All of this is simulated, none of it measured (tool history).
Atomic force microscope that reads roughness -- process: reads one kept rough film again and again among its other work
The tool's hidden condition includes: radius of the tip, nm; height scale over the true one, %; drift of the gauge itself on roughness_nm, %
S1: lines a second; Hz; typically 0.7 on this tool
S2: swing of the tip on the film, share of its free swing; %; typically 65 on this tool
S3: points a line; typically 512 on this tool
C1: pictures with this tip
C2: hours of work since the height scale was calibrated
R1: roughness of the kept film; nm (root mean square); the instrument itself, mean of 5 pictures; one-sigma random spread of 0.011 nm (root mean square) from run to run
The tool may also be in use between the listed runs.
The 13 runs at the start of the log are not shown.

Run 14, hour 252.7: usual settings but S3 457; C1 193; C2 341. Result: R1 2.281 nm (root mean square).
Run 15, hour 276.2: usual settings but S3 457; C1 239; C2 359. Result: R1 2.211 nm (root mean square).
Run 16, hour 299: usual settings but S3 457; C1 284; C2 376. Result: R1 2.163 nm (root mean square).
At hour 308.1: new tip fitted.
Run 17, hour 326.2: usual settings but S3 457; C1 35; C2 396. Result: R1 2.454 nm (root mean square).
Run 18, hour 351.9: usual settings but S3 457; C1 86; C2 416. Result: R1 2.418 nm (root mean square).
Run 19, hour 374.4: usual settings but S2 73 %, S3 333; C1 130; C2 433. Result: R1 2.289 nm (root mean square).
Run 20, hour 395.4: usual settings but S1 1.086 Hz, S2 60 %, S3 274; C1 172; C2 449. Result: R1 2.261 nm (root mean square).
Run 21, hour 412: usual settings but S1 2.95 Hz, S2 63 %, S3 335; C1 204; C2 462. Result: R1 2.065 nm (root mean square).
Run 22, hour 428.9: usual settings but S1 2.235 Hz, S2 57 %, S3 299; C1 238; C2 475. Result: R1 2.15 nm (root mean square).
Run 23, hour 449.8: usual settings but S1 2.235 Hz, S2 57 %, S3 299; C1 279; C2 491. Result: R1 2.117 nm (root mean square).
At hour 463.1: new tip fitted.
Run 24, hour 469: usual settings but S1 3.671 Hz, S2 89 %, S3 351; C1 12; C2 505. Result: R1 1.559 nm (root mean square).
Run 25, hour 488.2: usual settings but S1 3.671 Hz, S2 89 %, S3 351; C1 49; C2 520. Result: R1 1.533 nm (root mean square).
Run 26, hour 514.8: usual settings but S1 1.377 Hz, S2 67 %, S3 655; C1 102; C2 540. Result: R1 2.307 nm (root mean square).
Run 27, hour 535.5: usual settings but S2 57 %, S3 1016; C1 143; C2 556. Result: R1 2.398 nm (root mean square).
Run 28, hour 551.4: usual settings but S1 0.884 Hz, S2 56 %, S3 583; C1 174; C2 568. Result: R1 2.346 nm (root mean square).
Run 29, hour 568.3: usual settings but S1 0.884 Hz, S2 56 %, S3 583; C1 207; C2 581. Result: R1 2.307 nm (root mean square).
Run 30, hour 590.8: usual settings but S1 0.884 Hz, S2 56 %, S3 583; C1 252; C2 598. Result: R1 2.264 nm (root mean square).
Run 31, hour 611.6: usual settings but S3 590; C1 292; C2 614. Result: R1 2.19 nm (root mean square).
At hour 618.1: new tip fitted.
Run 32, hour 627.6: usual settings but S1 1.269 Hz, S2 90 %, S3 616; C1 19; C2 625. Result: R1 2.087 nm (root mean square).
Run 33, hour 652.1: usual settings but S1 1.007 Hz, S2 58 %, S3 782; C1 67; C2 644. Result: R1 2.461 nm (root mean square).

Predict each of these 4 candidate next runs independently; none follows another, all start after run 33:
Run A, hour 679.1: usual settings but S1 0.699 Hz, S2 58 %, S3 782; C1 120; C2 665. Result: R1 ?.
Run B, hour 679.1: usual settings but S1 1.071 Hz, S2 58 %, S3 261; C1 120; C2 665. Result: R1 ?.
Run C, hour 679.1: usual settings but S2 72 %, S3 683; C1 120; C2 665. Result: R1 ?.
Run D, hour 679.1: usual settings but S2 59 %, S3 420; C1 120; C2 665. Result: R1 ?.

run     R1
  A  2.407
  B  2.363
  C   2.37
  D  2.397
Without the tool's unlogged condition, the same runs would have read:
run     R1
  A  2.518
  B  2.472
  C  2.479
  D  2.507
